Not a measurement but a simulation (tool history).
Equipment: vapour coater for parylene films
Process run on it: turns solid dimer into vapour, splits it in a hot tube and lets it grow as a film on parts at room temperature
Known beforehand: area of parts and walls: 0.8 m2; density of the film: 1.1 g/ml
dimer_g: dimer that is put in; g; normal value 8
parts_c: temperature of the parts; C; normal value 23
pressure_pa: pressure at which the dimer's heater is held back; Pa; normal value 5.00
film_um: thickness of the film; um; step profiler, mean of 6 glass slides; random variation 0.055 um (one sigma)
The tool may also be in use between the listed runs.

Run 1, hour 0.0: usual settings. Result: film_um 6.21 um.
Run 2, hour 33.3: usual settings. Result: film_um 6.13 um.
Run 3, hour 59.4: usual settings. Result: film_um 6.09 um.
Run 4, hour 93.7: usual settings. Result: film_um 5.96 um.
Run 5, hour 112.0: usual settings but parts_c 32 C. Result: film_um 5.04 um.
Run 6, hour 155.7: usual settings but parts_c 32 C, pressure_pa 2.26 Pa. Result: film_um 5.85 um.
At hour 188.0: trap's valve overhauled.
Run 7, hour 200.8: usual settings but parts_c 32 C, pressure_pa 2.26 Pa. Result: film_um 6.33 um.
Run 8, hour 221.9: usual settings but parts_c 32 C, pressure_pa 2.26 Pa. Result: film_um 6.25 um.
Run 9, hour 247.1: usual settings but pressure_pa 8.24 Pa. Result: film_um 5.55 um.
Run 10, hour 273.6: usual settings but parts_c 19 C. Result: film_um 6.55 um.
Run 11, hour 313.1: usual settings but parts_c 19 C. Result: film_um 6.49 um.
Run 12, hour 334.2: usual settings. Result: film_um 5.99 um.
Run 13, hour 357.4: usual settings but dimer_g 9 g. Result: film_um 6.73 um.
Run 14, hour 380.2: usual settings but dimer_g 9 g. Result: film_um 6.60 um.
Run 15, hour 423.4: usual settings. Result: film_um 5.87 um.
Run 16, hour 455.6: usual settings but pressure_pa 4.85 Pa. Result: film_um 5.70 um.
At hour 463.1: trap's valve overhauled.
Run 17, hour 487.8: usual settings. Result: film_um 6.40 um.
Run 18, hour 523.4: usual settings. Result: film_um 6.24 um.
Run 19, hour 545.4: usual settings. Result: film_um 6.12 um.
Run 20, hour 574.3: usual settings. Result: film_um 6.04 um.
Run 21, hour 611.8: usual settings. Result: film_um 5.96 um.
Run 22, hour 638.5: usual settings. Result: film_um 5.87 um.
Run 23, hour 680.8: usual settings but dimer_g 10 g. Result: film_um 7.31 um.
Run 24, hour 702.4: usual settings but dimer_g 10 g. Result: film_um 7.17 um.
At hour 706.6: table's thermometer calibrated.
Run 25, hour 728.8: usual settings but dimer_g 10 g. Result: film_um 7.30 um.
At hour 739.4: trap's valve overhauled.
Run 26, hour 752.2: usual settings but parts_c 20 C, pressure_pa 5.83 Pa. Result: film_um 6.44 um.
Run 27, hour 781.5: usual settings but parts_c 18 C, pressure_pa 11.64 Pa. Result: film_um 5.72 um.
Run 28, hour 800.3: usual settings but parts_c 19 C, pressure_pa 3.83 Pa. Result: film_um 7.09 um.
Run 29, hour 820.5: usual settings but dimer_g 4 g, parts_c 21 C, pressure_pa 5.52 Pa. Result: film_um 3.13 um.
Run 30, hour 848.8: usual settings but dimer_g 4 g, parts_c 21 C, pressure_pa 7.63 Pa. Result: film_um 2.89 um.
Run 31, hour 886.7: usual settings but parts_c 29 C, pressure_pa 7.02 Pa. Result: film_um 4.93 um.
Run 32, hour 915.6: usual settings but dimer_g 12 g, parts_c 29 C, pressure_pa 6.13 Pa. Result: film_um 7.57 um.
Run 33, hour 934.1: usual settings but dimer_g 9 g, parts_c 29 C, pressure_pa 7.56 Pa. Result: film_um 5.47 um.
At hour 938.9: table's thermometer calibrated, once more.
Run 34, hour 961.2: usual settings but dimer_g 9 g, parts_c 19 C, pressure_pa 10.06 Pa. Result: film_um 6.07 um.
Run 35, hour 1005.4: usual settings but dimer_g 9 g, parts_c 19 C, pressure_pa 2.73 Pa. Result: film_um 7.73 um.
At hour 1014.4: trap's valve overhauled.
Run 36, hour 1032.5: usual settings but dimer_g 4 g, parts_c 21 C, pressure_pa 2.09 Pa. Result: film_um 3.88 um.
Run 37, hour 1073.4: usual settings but dimer_g 6 g. Result: film_um 4.59 um.
Run 38, hour 1109.0: usual settings but dimer_g 6 g. Result: film_um 4.57 um.
Run 39, hour 1153.3: usual settings but dimer_g 6 g, pressure_pa 4.98 Pa. Result: film_um 4.51 um.
Run 40, hour 1171.7: usual settings but dimer_g 6 g, pressure_pa 4.98 Pa. Result: film_um 4.51 um.
Run 41, hour 1195.4: usual settings but dimer_g 10 g, parts_c 33 C, pressure_pa 3.00 Pa. Result: film_um 6.94 um.
Run 42, hour 1233.8: usual settings but dimer_g 10 g, parts_c 33 C, pressure_pa 3.00 Pa. Result: film_um 6.76 um.
Run 43, hour 1256.8: usual settings but dimer_g 12 g, parts_c 34 C, pressure_pa 7.40 Pa. Result: film_um 6.52 um.
At hour 1289.7: trap's valve overhauled.
Run 44, hour 1292.7: usual settings but dimer_g 12 g, parts_c 34 C, pressure_pa 7.40 Pa. Result: film_um 7.17 um.
Run 45, hour 1333.5: usual settings but dimer_g 12 g, parts_c 19 C, pressure_pa 6.56 Pa. Result: film_um 9.37 um.
Run 46, hour 1369.9: usual settings but dimer_g 9 g, parts_c 33 C, pressure_pa 6.56 Pa. Result: film_um 5.44 um.
Run 47, hour 1389.1: usual settings but dimer_g 5 g, pressure_pa 5.91 Pa. Result: film_um 3.66 um.
Run 48, hour 1427.3: usual settings but dimer_g 13 g, parts_c 18 C. Result: film_um 10.60 um.

What if the next run were any one of these 3? Each begins from the tool's condition after run 48:
Run A, hour 1468.8: usual settings but dimer_g 14 g, parts_c 18 C, pressure_pa 3.60 Pa. Result: film_um ?.
Run B, hour 1468.8: usual settings but dimer_g 12 g, parts_c 16 C, pressure_pa 10.73 Pa. Result: film_um ?.
Run C, hour 1468.8: usual settings but dimer_g 9 g, parts_c 21 C, pressure_pa 5.82 Pa. Result: film_um ?.

run  film_um
  A    12.03
  B     8.61
  C     6.62
Without the tool's unlogged condition, the same runs would have read:
run  film_um
  A    13.06
  B     9.35
  C     7.19

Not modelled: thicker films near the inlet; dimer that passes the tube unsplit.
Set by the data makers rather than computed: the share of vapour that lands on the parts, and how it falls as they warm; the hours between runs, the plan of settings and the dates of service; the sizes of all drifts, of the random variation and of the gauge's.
